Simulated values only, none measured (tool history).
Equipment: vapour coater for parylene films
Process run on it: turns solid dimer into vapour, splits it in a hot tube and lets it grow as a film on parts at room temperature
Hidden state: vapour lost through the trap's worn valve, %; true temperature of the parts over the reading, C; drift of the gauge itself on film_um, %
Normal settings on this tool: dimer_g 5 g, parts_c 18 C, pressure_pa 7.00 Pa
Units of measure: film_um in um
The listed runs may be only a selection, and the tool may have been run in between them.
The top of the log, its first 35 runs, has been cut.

run   hour  dimer_g  parts_c  pressure_pa  hours of work since the trap's valve was overhauled  hours of work since the table's thermometer was calibrated  film_um
 36  428.8        5       16         7.00                                                  130                                                         571     4.72
 37  437.0        5       16         7.00                                                  135                                                         576     4.70
     454.0  -- gauge calibrated
 38  454.0        5       28         3.92                                                  145                                                         586     2.83
 39  465.4        7       16         9.48                                                  152                                                         593     6.22
 40  477.7        7       16         9.48                                                  159                                                         600     6.24
 41  493.4        5       11         7.00                                                  168                                                         609     5.58
 42  510.9        5       11         7.00                                                  178                                                         619     5.61
 43  522.7        5       18         3.17                                                  185                                                         626     4.61

3 options for the next run, each taken on its own from the tool as it stands now. Forecast them:
  A  533.7        5       18         2.58                                                  192                                                         633        ?
  B  533.7        5       18         7.00                                                  192                                                         633        ?
  C  533.7        5       18         8.81                                                  192                                                         633        ?

run  film_um
  A     4.68
  B     4.25
  C     4.18
Stripped of hidden state, with their random variation kept, the same runs would have yielded:
run  film_um
  A     4.66
  B     4.24
  C     4.16
